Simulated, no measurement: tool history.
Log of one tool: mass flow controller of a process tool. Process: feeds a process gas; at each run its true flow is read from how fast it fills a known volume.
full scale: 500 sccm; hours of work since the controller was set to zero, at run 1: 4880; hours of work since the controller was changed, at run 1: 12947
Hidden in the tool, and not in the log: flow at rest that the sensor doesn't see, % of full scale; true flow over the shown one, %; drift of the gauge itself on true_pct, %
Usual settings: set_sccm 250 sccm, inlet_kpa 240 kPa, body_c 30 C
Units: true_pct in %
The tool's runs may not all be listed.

| run | hour | set_sccm | inlet_kpa | body_c | hours of work since the controller was set to zero | hours of work since the controller was changed | true_pct |
|---|---|---|---|---|---|---|---|
| 1 | 0.0 | 250 | 240 | 30 | 4880 | 12947 | 104.71 |
| 2 | 548.5 | 250 | 240 | 36 | 5207 | 13274 | 105.40 |
| 3 | 1032.1 | 250 | 240 | 30 | 5496 | 13563 | 104.98 |
| 4 | 1279.3 | 460 | 240 | 30 | 5643 | 13710 | 104.77 |
| 5 | 1817.0 | 460 | 240 | 30 | 5964 | 14031 | 104.87 |
| 6 | 2190.4 | 460 | 169 | 30 | 6187 | 14254 | 105.30 |
| 7 | 2589.0 | 250 | 240 | 30 | 6425 | 14491 | 105.35 |
|  | 2697.8 | controller exchanged for a calibrated one |
| 8 | 2946.3 | 125 | 240 | 30 | 148 | 148 | 100.08 |
| 9 | 3274.8 | 125 | 240 | 23 | 344 | 344 | 99.57 |
| 10 | 3506.9 | 125 | 143 | 23 | 483 | 483 | 100.00 |
| 11 | 3790.0 | 101 | 240 | 32 | 652 | 652 | 100.77 |
| 12 | 4274.1 | 101 | 240 | 32 | 940 | 940 | 101.05 |
| 13 | 4729.2 | 448 | 180 | 32 | 1212 | 1212 | 101.36 |
| 14 | 5144.8 | 198 | 276 | 39 | 1460 | 1460 | 101.71 |
| 15 | 5590.0 | 198 | 276 | 39 | 1726 | 1726 | 102.00 |

3 ways to go on from here, each from the tool as it stands after run 15. What would each give?
| A | 6063.0 | 91 | 276 | 39 | 2008 | 2008 | ? |
| B | 6063.0 | 117 | 276 | 35 | 2008 | 2008 | ? |
| C | 6063.0 | 198 | 276 | 35 | 2008 | 2008 | ? |

| run | true_pct |
|---|---|
| A | 102.73 |
| B | 102.07 |
| C | 101.57 |
Without the tool's hidden state the same runs would have given:
| run | true_pct |
|---|---|
| A | 100.79 |
| B | 100.41 |
| C | 100.31 |
